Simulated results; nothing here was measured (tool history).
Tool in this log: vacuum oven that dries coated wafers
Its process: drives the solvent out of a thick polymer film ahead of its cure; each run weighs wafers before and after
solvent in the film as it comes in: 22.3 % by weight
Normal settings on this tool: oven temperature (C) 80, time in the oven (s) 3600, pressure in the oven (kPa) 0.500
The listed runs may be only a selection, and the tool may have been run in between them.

{"run": 1, "hour": 0.0, "oven temperature (C)": 80, "time in the oven (s)": 3600, "pressure in the oven (kPa)": 0.5, "solvent left in the film (%)": 5.88}
{"run": 2, "hour": 79.0, "oven temperature (C)": 80, "time in the oven (s)": 3600, "pressure in the oven (kPa)": 0.5, "solvent left in the film (%)": 5.93}
{"run": 3, "hour": 127.9, "oven temperature (C)": 69, "time in the oven (s)": 3600, "pressure in the oven (kPa)": 0.5, "solvent left in the film (%)": 11.32}
{"run": 4, "hour": 178.2, "oven temperature (C)": 69, "time in the oven (s)": 3600, "pressure in the oven (kPa)": 0.5, "solvent left in the film (%)": 11.29}
{"run": 5, "hour": 289.6, "oven temperature (C)": 69, "time in the oven (s)": 3600, "pressure in the oven (kPa)": 0.469, "solvent left in the film (%)": 11.39}
{"hour": 298.8, "done": "oven's thermocouples calibrated"}
{"run": 6, "hour": 355.1, "oven temperature (C)": 69, "time in the oven (s)": 3600, "pressure in the oven (kPa)": 0.469, "solvent left in the film (%)": 11.62}

What does the tool deliver on the next run?
{"run": 7, "hour": 469.5, "oven temperature (C)": 93, "time in the oven (s)": 3180, "pressure in the oven (kPa)": 0.767, "solvent left in the film (%)": "?"}

Run 7 came out at solvent left in the film (%) 1.87.
Minus the tool's unlogged condition, the same run would have read solvent left in the film (%) 1.21.

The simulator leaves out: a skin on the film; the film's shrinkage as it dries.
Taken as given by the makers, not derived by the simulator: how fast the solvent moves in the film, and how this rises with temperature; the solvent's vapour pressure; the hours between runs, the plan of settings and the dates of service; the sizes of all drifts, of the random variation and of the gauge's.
